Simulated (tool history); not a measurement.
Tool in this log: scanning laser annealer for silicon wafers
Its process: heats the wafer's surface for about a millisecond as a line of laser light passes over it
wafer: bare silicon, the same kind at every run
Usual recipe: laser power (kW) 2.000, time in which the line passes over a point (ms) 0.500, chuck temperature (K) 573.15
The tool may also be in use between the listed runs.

| run | hour | laser power (kW) | time in which the line passes over a point (ms) | chuck temperature (K) | highest temperature of the surface (K) |
|---|---|---|---|---|---|
| 1 | 0.0 | 2.000 | 0.500 | 573.15 | 1244.15 |
| 2 | 17.2 | 2.000 | 0.500 | 573.15 | 1245.15 |
| 3 | 35.8 | 2.000 | 0.500 | 573.15 | 1243.15 |
| 4 | 64.3 | 2.000 | 0.500 | 556.15 | 1225.15 |
| 5 | 96.6 | 2.000 | 0.467 | 573.15 | 1222.15 |
| 6 | 123.8 | 2.000 | 0.458 | 573.15 | 1214.15 |
| 7 | 146.2 | 2.000 | 0.500 | 607.15 | 1271.15 |
| 8 | 169.1 | 2.000 | 0.500 | 607.15 | 1269.15 |
| 9 | 200.6 | 2.000 | 0.500 | 607.15 | 1271.15 |
| 10 | 235.7 | 2.000 | 0.357 | 607.15 | 1172.15 |
| 11 | 266.9 | 2.000 | 0.357 | 607.15 | 1164.15 |
| 12 | 298.1 | 2.000 | 0.357 | 607.15 | 1168.15 |
|  | 303.3 | window over the wafer cleaned |
| 13 | 328.1 | 2.000 | 0.500 | 573.15 | 1273.15 |
| 14 | 352.8 | 2.000 | 0.500 | 573.15 | 1271.15 |
| 15 | 373.3 | 2.000 | 0.500 | 573.15 | 1273.15 |
| 16 | 410.4 | 2.000 | 0.500 | 573.15 | 1270.15 |
| 17 | 432.3 | 2.000 | 0.500 | 573.15 | 1271.15 |
| 18 | 452.6 | 2.000 | 0.500 | 573.15 | 1265.15 |
| 19 | 475.2 | 2.000 | 0.500 | 573.15 | 1265.15 |
| 20 | 496.1 | 2.000 | 0.520 | 573.15 | 1277.15 |
| 21 | 528.5 | 1.704 | 0.500 | 573.15 | 1132.15 |
| 22 | 561.0 | 1.799 | 0.587 | 573.15 | 1217.15 |
| 23 | 597.3 | 1.791 | 0.500 | 573.15 | 1163.15 |
| 24 | 615.9 | 1.990 | 0.500 | 612.15 | 1291.15 |
| 25 | 651.3 | 1.990 | 0.500 | 612.15 | 1291.15 |
| 26 | 682.7 | 1.990 | 0.500 | 612.15 | 1286.15 |
| 27 | 703.8 | 2.000 | 0.526 | 610.15 | 1306.15 |
| 28 | 734.1 | 1.718 | 0.355 | 583.15 | 1056.15 |
| 29 | 761.5 | 1.718 | 0.575 | 583.15 | 1174.15 |
| 30 | 791.1 | 1.970 | 0.500 | 536.15 | 1202.15 |

Predict the results of run 31:
| 31 | 828.0 | 2.006 | 0.500 | 573.15 | ? |

highest temperature of the surface (K): 1247.15
Had the tool carried no hidden state, the very same run would have given highest temperature of the surface (K) 1287.15.
